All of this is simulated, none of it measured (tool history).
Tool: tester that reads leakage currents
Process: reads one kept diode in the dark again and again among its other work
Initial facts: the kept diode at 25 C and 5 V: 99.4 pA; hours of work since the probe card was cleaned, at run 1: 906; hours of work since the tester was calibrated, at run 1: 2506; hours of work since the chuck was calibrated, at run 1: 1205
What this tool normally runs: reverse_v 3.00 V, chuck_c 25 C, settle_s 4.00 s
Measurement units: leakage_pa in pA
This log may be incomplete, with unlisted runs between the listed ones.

run	day	reverse_v	chuck_c	settle_s	hours of work since the probe card was cleaned	hours of work since the tester was calibrated	hours of work since the chuck was calibrated	leakage_pa
1	0.000	3.00	25	4.00	906	2506	1205	92.45
2	3.667	3.00	21	4.00	962	2562	1260	69.25
3	6.275	3.00	44	4.00	1001	2601	1299	345.71
4	9.808	3.00	25	0.82	1054	2654	1353	94.14
5	13.725	3.00	25	0.82	1113	2713	1412	94.88
6	17.275	3.00	25	0.82	1167	2767	1465	95.81
7	20.071	3.00	25	0.82	1209	2809	1507	94.98
8	23.158	3.00	25	0.82	1255	2856	1554	95.87
9	25.450	3.00	45	0.82	1290	2890	1588	379.31
10	28.667	3.00	25	0.46	1338	2939	1637	96.73
11	30.867	3.00	25	0.46	1372	2972	1670	96.97
12	33.242	3.00	25	0.95	1407	3008	1706	96.67
# day 33.704: probe card cleaned and baked
13	37.158	3.00	25	0.95	52	3065	1763	97.55
14	41.258	3.00	25	0.95	114	3127	1825	97.95
15	45.112	3.00	25	0.95	172	3185	1883	98.72
16	47.258	3.00	25	0.94	204	3217	1915	99.50
# day 48.879: tester calibrated
17	51.738	3.00	25	0.94	271	43	1982	102.01
18	56.088	3.00	54	0.94	336	109	2047	701.20
19	57.975	3.00	43	0.94	365	137	2076	351.03
# day 58.433: probe card cleaned and baked, once more
20	62.083	2.00	43	0.42	55	197	2136	305.50
21	65.704	1.88	43	0.42	110	252	2190	299.10
22	67.596	17.72	25	0.54	138	280	2219	186.96
# day 70.938: chuck's temperature calibrated
23	71.638	17.72	25	0.54	198	340	11	159.87
24	75.792	8.49	56	4.00	260	403	73	976.91
25	79.104	2.39	52	0.68	310	453	123	503.44
26	81.396	9.43	22	7.11	345	487	158	100.87
27	83.717	9.43	22	7.11	380	522	193	100.76
28	87.308	3.19	22	1.02	434	576	247	70.81
29	91.158	3.19	36	1.24	492	634	305	193.55
30	95.321	6.22	45	1.00	555	697	368	446.05
31	98.829	6.22	45	1.00	608	750	421	449.07
32	101.579	6.22	43	1.00	649	792	462	395.16
33	104.792	3.00	50	4.00	698	840	510	488.82
34	109.008	3.00	38	4.00	761	904	574	222.23
35	110.904	16.72	44	8.39	790	932	603	595.01

Some steps in leakage_pa between neighbouring runs. How much of each would the tool show without its hidden state too (settings, what came in, random variation), and how much is left for the hidden state, with any gauge scatter that isn't in both results?
Unlogged tool condition in this case: stray current of the dirty probe card, pA a volt; current scale over the true one, %; true chuck temperature over the reading, C; drift of the gauge itself on leakage_pa, %.
Run 17 -> 18: chuck_c 25 -> 54. leakage_pa +599.19 pA: hidden state +71.74, all else +527.45.
Run 18 -> 19: chuck_c 54 -> 43. leakage_pa -350.17 pA: hidden state -39.60, all else -310.57.
Run 22 -> 23: chuck's temperature calibrated. leakage_pa -27.09 pA: hidden state -27.86, all else +0.77.
Run 23 -> 24: reverse_v 17.72 -> 8.49, chuck_c 25 -> 56, settle_s 0.54 -> 4.00. leakage_pa +817.04 pA: hidden state +0.08, all else +816.96.
Run 24 -> 25: reverse_v 8.49 -> 2.39, chuck_c 56 -> 52, settle_s 4.00 -> 0.68. leakage_pa -473.47 pA: hidden state +0.47, all else -473.94.

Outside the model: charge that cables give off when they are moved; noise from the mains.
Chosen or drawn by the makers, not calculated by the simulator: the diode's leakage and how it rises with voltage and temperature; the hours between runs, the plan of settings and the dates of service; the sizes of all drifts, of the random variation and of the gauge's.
